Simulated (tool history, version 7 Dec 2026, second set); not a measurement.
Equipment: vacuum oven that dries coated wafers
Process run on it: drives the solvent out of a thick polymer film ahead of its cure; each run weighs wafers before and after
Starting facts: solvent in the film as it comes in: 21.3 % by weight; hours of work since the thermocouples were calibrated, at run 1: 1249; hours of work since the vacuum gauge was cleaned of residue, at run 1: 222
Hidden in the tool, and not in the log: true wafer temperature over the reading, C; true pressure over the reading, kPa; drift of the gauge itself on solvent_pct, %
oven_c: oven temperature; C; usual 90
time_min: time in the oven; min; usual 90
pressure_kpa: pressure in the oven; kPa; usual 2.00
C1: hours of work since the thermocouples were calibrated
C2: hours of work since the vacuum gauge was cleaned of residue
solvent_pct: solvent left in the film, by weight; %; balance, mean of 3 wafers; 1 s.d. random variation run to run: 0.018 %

run 1 hour=0.0 | oven_c=90 time_min=90 pressure_kpa=2.00 | C1=1249 C2=222 | solvent_pct=2.34
-- hour=23.8 oven's thermocouples calibrated
run 2 hour=62.7 | oven_c=90 time_min=90 pressure_kpa=1.39 | C1=30 C2=268 | solvent_pct=2.63
run 3 hour=90.7 | oven_c=90 time_min=90 pressure_kpa=1.39 | C1=51 C2=290 | solvent_pct=2.65
run 4 hour=152.8 | oven_c=90 time_min=90 pressure_kpa=1.39 | C1=99 C2=337 | solvent_pct=2.61
run 5 hour=184.4 | oven_c=90 time_min=65 pressure_kpa=2.00 | C1=123 C2=361 | solvent_pct=4.43
run 6 hour=250.0 | oven_c=90 time_min=65 pressure_kpa=2.00 | C1=173 C2=412 | solvent_pct=4.41
run 7 hour=312.5 | oven_c=94 time_min=90 pressure_kpa=2.00 | C1=221 C2=460 | solvent_pct=2.17
run 8 hour=364.3 | oven_c=94 time_min=90 pressure_kpa=2.00 | C1=261 C2=499 | solvent_pct=2.15
run 9 hour=414.4 | oven_c=90 time_min=90 pressure_kpa=3.03 | C1=299 C2=538 | solvent_pct=3.38
run 10 hour=459.3 | oven_c=90 time_min=90 pressure_kpa=3.03 | C1=334 C2=572 | solvent_pct=3.40
run 11 hour=519.5 | oven_c=90 time_min=90 pressure_kpa=3.03 | C1=380 C2=618 | solvent_pct=3.38
run 12 hour=584.5 | oven_c=90 time_min=90 pressure_kpa=2.00 | C1=430 C2=668 | solvent_pct=2.88
run 13 hour=649.9 | oven_c=90 time_min=134 pressure_kpa=2.00 | C1=480 C2=718 | solvent_pct=1.75
run 14 hour=681.1 | oven_c=90 time_min=90 pressure_kpa=2.00 | C1=504 C2=742 | solvent_pct=2.87
run 15 hour=723.3 | oven_c=90 time_min=90 pressure_kpa=2.00 | C1=536 C2=775 | solvent_pct=2.85
run 16 hour=759.5 | oven_c=90 time_min=90 pressure_kpa=2.00 | C1=564 C2=803 | solvent_pct=2.86
run 17 hour=799.9 | oven_c=90 time_min=90 pressure_kpa=2.00 | C1=595 C2=834 | solvent_pct=2.83
run 18 hour=850.2 | oven_c=90 time_min=90 pressure_kpa=2.00 | C1=634 C2=872 | solvent_pct=2.84
run 19 hour=909.8 | oven_c=90 time_min=90 pressure_kpa=2.00 | C1=679 C2=918 | solvent_pct=2.84
run 20 hour=964.2 | oven_c=90 time_min=90 pressure_kpa=2.00 | C1=721 C2=959 | solvent_pct=2.83
run 21 hour=1003.3 | oven_c=90 time_min=90 pressure_kpa=2.00 | C1=751 C2=989 | solvent_pct=2.85
run 22 hour=1042.9 | oven_c=90 time_min=90 pressure_kpa=2.00 | C1=782 C2=1020 | solvent_pct=2.81
run 23 hour=1077.0 | oven_c=90 time_min=90 pressure_kpa=2.00 | C1=808 C2=1046 | solvent_pct=2.80
run 24 hour=1109.6 | oven_c=76 time_min=90 pressure_kpa=2.00 | C1=833 C2=1071 | solvent_pct=6.53
run 25 hour=1143.6 | oven_c=90 time_min=147 pressure_kpa=5.71 | C1=859 C2=1097 | solvent_pct=3.48
-- hour=1200.5 vacuum gauge cleaned of residue and calibrated
run 26 hour=1206.5 | oven_c=76 time_min=74 pressure_kpa=2.00 | C1=906 C2=5 | solvent_pct=7.30
run 27 hour=1257.5 | oven_c=76 time_min=74 pressure_kpa=2.00 | C1=945 C2=44 | solvent_pct=7.27
run 28 hour=1292.6 | oven_c=76 time_min=74 pressure_kpa=2.00 | C1=972 C2=71 | solvent_pct=7.26
run 29 hour=1338.0 | oven_c=90 time_min=73 pressure_kpa=2.00 | C1=1007 C2=105 | solvent_pct=3.40
run 30 hour=1402.5 | oven_c=105 time_min=120 pressure_kpa=2.37 | C1=1056 C2=155 | solvent_pct=0.76
run 31 hour=1459.9 | oven_c=90 time_min=112 pressure_kpa=6.20 | C1=1100 C2=199 | solvent_pct=3.85
run 32 hour=1517.3 | oven_c=90 time_min=111 pressure_kpa=6.20 | C1=1144 C2=243 | solvent_pct=3.89
run 33 hour=1558.8 | oven_c=90 time_min=90 pressure_kpa=3.15 | C1=1176 C2=275 | solvent_pct=3.06
run 34 hour=1597.0 | oven_c=86 time_min=131 pressure_kpa=1.68 | C1=1205 C2=304 | solvent_pct=1.87
run 35 hour=1630.9 | oven_c=86 time_min=131 pressure_kpa=1.68 | C1=1231 C2=330 | solvent_pct=1.85
run 36 hour=1675.3 | oven_c=79 time_min=102 pressure_kpa=6.54 | C1=1265 C2=364 | solvent_pct=7.41
-- hour=1681.6 oven's thermocouples calibrated
run 37 hour=1729.1 | oven_c=90 time_min=90 pressure_kpa=4.84 | C1=36 C2=404 | solvent_pct=4.41
run 38 hour=1782.2 | oven_c=90 time_min=90 pressure_kpa=4.84 | C1=77 C2=445 | solvent_pct=4.39
run 39 hour=1820.4 | oven_c=90 time_min=90 pressure_kpa=4.84 | C1=106 C2=474 | solvent_pct=4.38
run 40 hour=1866.1 | oven_c=98 time_min=57 pressure_kpa=4.98 | C1=142 C2=509 | solvent_pct=4.29
run 41 hour=1929.8 | oven_c=98 time_min=57 pressure_kpa=4.98 | C1=190 C2=558 | solvent_pct=4.29
run 42 hour=1963.1 | oven_c=98 time_min=57 pressure_kpa=4.98 | C1=216 C2=583 | solvent_pct=4.25
run 43 hour=2013.0 | oven_c=81 time_min=60 pressure_kpa=1.67 | C1=254 C2=622 | solvent_pct=7.37
run 44 hour=2078.2 | oven_c=90 time_min=90 pressure_kpa=1.63 | C1=304 C2=672 | solvent_pct=2.80
run 45 hour=2133.7 | oven_c=90 time_min=90 pressure_kpa=2.02 | C1=347 C2=714 | solvent_pct=2.99
run 46 hour=2168.6 | oven_c=102 time_min=90 pressure_kpa=2.00 | C1=373 C2=741 | solvent_pct=1.18
run 47 hour=2223.3 | oven_c=90 time_min=145 pressure_kpa=2.00 | C1=415 C2=783 | solvent_pct=1.70

A few steps of solvent_pct between consecutive runs. Split each: what settings, incoming material and random variation would produce without the hidden state, and what is left over for the hidden state, along with gauge scatter present in only one of the two compared results (measured, and without hidden state):
Run 1 -> 2: pressure_kpa 2.00 -> 1.39, oven's thermocouples calibrated. solvent_pct +0.29 %: hidden state +0.56, all else -0.27.
Run 25 -> 26: oven_c 90 -> 76, time_min 147 -> 74, pressure_kpa 5.71 -> 2.00, vacuum gauge cleaned of residue and calibrated. solvent_pct +3.82 %: hidden state -0.56, all else +4.38.
Run 28 -> 29: oven_c 76 -> 90, time_min 74 -> 73. solvent_pct -3.86 %: hidden state +0.15, all else -4.01.
Run 35 -> 36: oven_c 86 -> 79, time_min 131 -> 102, pressure_kpa 1.68 -> 6.54. solvent_pct +5.56 %: hidden state -0.52, all else +6.08.
Run 36 -> 37: oven_c 79 -> 90, time_min 102 -> 90, pressure_kpa 6.54 -> 4.84, oven's thermocouples calibrated. solvent_pct -3.00 %: hidden state +0.92, all else -3.92.
Run 43 -> 44: oven_c 81 -> 90, time_min 60 -> 90, pressure_kpa 1.67 -> 1.63. solvent_pct -4.57 %: hidden state +0.02, all else -4.59.

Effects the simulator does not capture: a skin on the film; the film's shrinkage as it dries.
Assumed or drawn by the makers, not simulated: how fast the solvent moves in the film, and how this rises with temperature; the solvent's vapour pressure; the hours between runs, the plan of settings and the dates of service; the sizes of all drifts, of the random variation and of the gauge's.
